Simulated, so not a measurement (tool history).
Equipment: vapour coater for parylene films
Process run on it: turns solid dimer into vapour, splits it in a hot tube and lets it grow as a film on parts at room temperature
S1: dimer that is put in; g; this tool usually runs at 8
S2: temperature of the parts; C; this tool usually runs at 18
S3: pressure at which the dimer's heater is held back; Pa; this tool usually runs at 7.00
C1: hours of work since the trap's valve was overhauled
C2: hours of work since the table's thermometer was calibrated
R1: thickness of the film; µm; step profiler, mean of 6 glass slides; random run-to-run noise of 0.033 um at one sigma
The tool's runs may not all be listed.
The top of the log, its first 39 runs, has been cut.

run   hour  S1  S2    S3   C1   C2    R1
 40  582.7   5  17  2.07  104  896  2.17
 41  593.1   8  18  3.70  110  903  3.14
 42  609.2   6  18  7.00  120  913  2.22
     618.3  -- table's thermometer calibrated
 43  622.8   6  18  7.00  128    3  2.35
 44  642.7   6  18  7.00  140   15  2.35
 45  653.2   6  10  7.00  147   22  3.38
 46  665.6   8  27  2.56  154   29  2.21
 47  679.1   8  13  7.00  163   38  3.82

Predict each of these 3 candidate next runs independently; none follows another, all start after run 47:
  A  691.1   8  21  7.00  170  45   ?
  B  691.1  10  25  7.10  170  45   ?
  C  691.1   8  18  7.00  170  45   ?

run    R1
  A  2.65
  B  2.72
  C  3.10
Without the tool's unlogged condition, the same runs would have read:
run    R1
  A  2.88
  B  2.95
  C  3.36
